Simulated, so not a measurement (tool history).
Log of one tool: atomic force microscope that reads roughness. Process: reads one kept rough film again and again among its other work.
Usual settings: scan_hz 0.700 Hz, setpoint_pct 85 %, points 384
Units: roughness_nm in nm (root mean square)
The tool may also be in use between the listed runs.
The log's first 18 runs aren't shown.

| run | hour | scan_hz | setpoint_pct | points | pictures with this tip | hours of work since the height scale was calibrated | roughness_nm |
|---|---|---|---|---|---|---|---|
| 19 | 172.5 | 0.700 | 85 | 384 | 101 | 22 | 1.099 |
| 20 | 180.5 | 1.836 | 72 | 329 | 115 | 27 | 1.064 |
|  | 187.2 | new tip fitted |
| 21 | 187.5 | 0.700 | 85 | 288 | 1 | 32 | 1.197 |
| 22 | 198.9 | 1.154 | 85 | 356 | 20 | 40 | 1.145 |
| 23 | 207.4 | 1.472 | 85 | 321 | 34 | 47 | 1.100 |
|  | 215.7 | height scale calibrated on a step standard, once more |
| 24 | 215.7 | 1.472 | 85 | 321 | 46 | 0 | 1.113 |
| 25 | 226.2 | 1.472 | 74 | 937 | 64 | 8 | 1.127 |
| 26 | 234.6 | 0.700 | 84 | 384 | 78 | 14 | 1.119 |
| 27 | 243.6 | 1.338 | 69 | 319 | 93 | 20 | 1.108 |
| 28 | 250.5 | 3.587 | 85 | 307 | 105 | 25 | 0.914 |
| 29 | 256.2 | 3.587 | 85 | 307 | 115 | 29 | 0.894 |
|  | 262.7 | new tip fitted |
| 30 | 267.3 | 2.266 | 57 | 307 | 7 | 37 | 1.233 |
| 31 | 275.2 | 1.141 | 57 | 307 | 21 | 43 | 1.224 |
| 32 | 287.0 | 0.700 | 82 | 384 | 40 | 51 | 1.167 |
| 33 | 295.9 | 0.807 | 63 | 961 | 55 | 58 | 1.192 |
| 34 | 308.6 | 2.205 | 62 | 384 | 77 | 67 | 1.135 |
| 35 | 315.1 | 2.205 | 62 | 262 | 88 | 72 | 1.107 |

Forecast each of these 3 alternatives for the next run:
| A | 322.7 | 0.666 | 71 | 320 | 100 | 77 | ? |
| B | 322.7 | 2.205 | 62 | 364 | 100 | 77 | ? |
| C | 322.7 | 2.178 | 66 | 262 | 100 | 77 | ? |

| run | roughness_nm |
|---|---|
| A | 1.128 |
| B | 1.108 |
| C | 1.094 |
Without the tool's hidden state the same runs would have given:
| run | roughness_nm |
|---|---|
| A | 1.250 |
| B | 1.227 |
| C | 1.211 |
